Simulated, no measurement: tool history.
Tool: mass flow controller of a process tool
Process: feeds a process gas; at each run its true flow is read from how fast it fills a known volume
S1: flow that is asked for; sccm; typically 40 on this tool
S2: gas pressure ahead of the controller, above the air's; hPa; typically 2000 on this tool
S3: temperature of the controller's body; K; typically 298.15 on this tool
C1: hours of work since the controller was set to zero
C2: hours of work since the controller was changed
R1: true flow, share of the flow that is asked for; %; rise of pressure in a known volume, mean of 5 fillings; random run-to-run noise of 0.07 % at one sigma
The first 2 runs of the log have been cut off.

run,hour,S1,S2,S3,C1,C2,R1
3,720.0,40,1700,298.15,1895,7579,98.71
4,1069.9,40,2620,298.15,2124,7807,98.92
5,1516.1,40,2620,298.15,2416,8099,98.90
6,1919.2,40,2000,298.15,2679,8363,98.67
7,2312.5,40,2000,298.15,2936,8620,98.78
8,2551.4,40,2000,298.15,3093,8776,98.69
9,2796.7,40,2000,298.15,3253,8937,98.73
10,3247.5,40,2000,298.15,3548,9231,98.78
11,3473.4,40,2000,298.15,3696,9379,98.68
12,3956.0,40,2000,298.15,4011,9695,98.69
13,4458.5,40,2000,298.15,4340,10023,98.70
14,4730.4,40,2000,298.15,4517,10201,98.72
15,5039.3,40,2000,298.15,4719,10403,98.77
16,5386.7,40,2000,298.15,4947,10630,98.73
17,5696.3,40,2000,298.15,5149,10833,98.83
18,6077.0,40,2000,298.15,5398,11082,98.75
# hour 6458.7: controller's zero set anew
19,6549.8,74,2000,298.15,60,11390,99.52
20,7027.6,17,2000,298.15,372,11703,98.20
21,7360.7,40,2000,309.15,590,11921,97.64
22,7729.9,40,2000,309.15,831,12162,97.74
23,8265.0,40,2000,309.15,1181,12512,97.81
24,8645.6,39,2370,296.15,1430,12761,98.98
25,9151.4,81,1880,309.15,1761,13092,98.52

Predict the results of run 26:
# hour 9450.6: controller exchanged for a calibrated one
26,9510.5,73,2000,309.15,39,39,?

{"run 26": {"R1": 98.27}}
If the tool had no hidden condition, the same run with the same run-to-run variation would have returned R1 98.27 %.

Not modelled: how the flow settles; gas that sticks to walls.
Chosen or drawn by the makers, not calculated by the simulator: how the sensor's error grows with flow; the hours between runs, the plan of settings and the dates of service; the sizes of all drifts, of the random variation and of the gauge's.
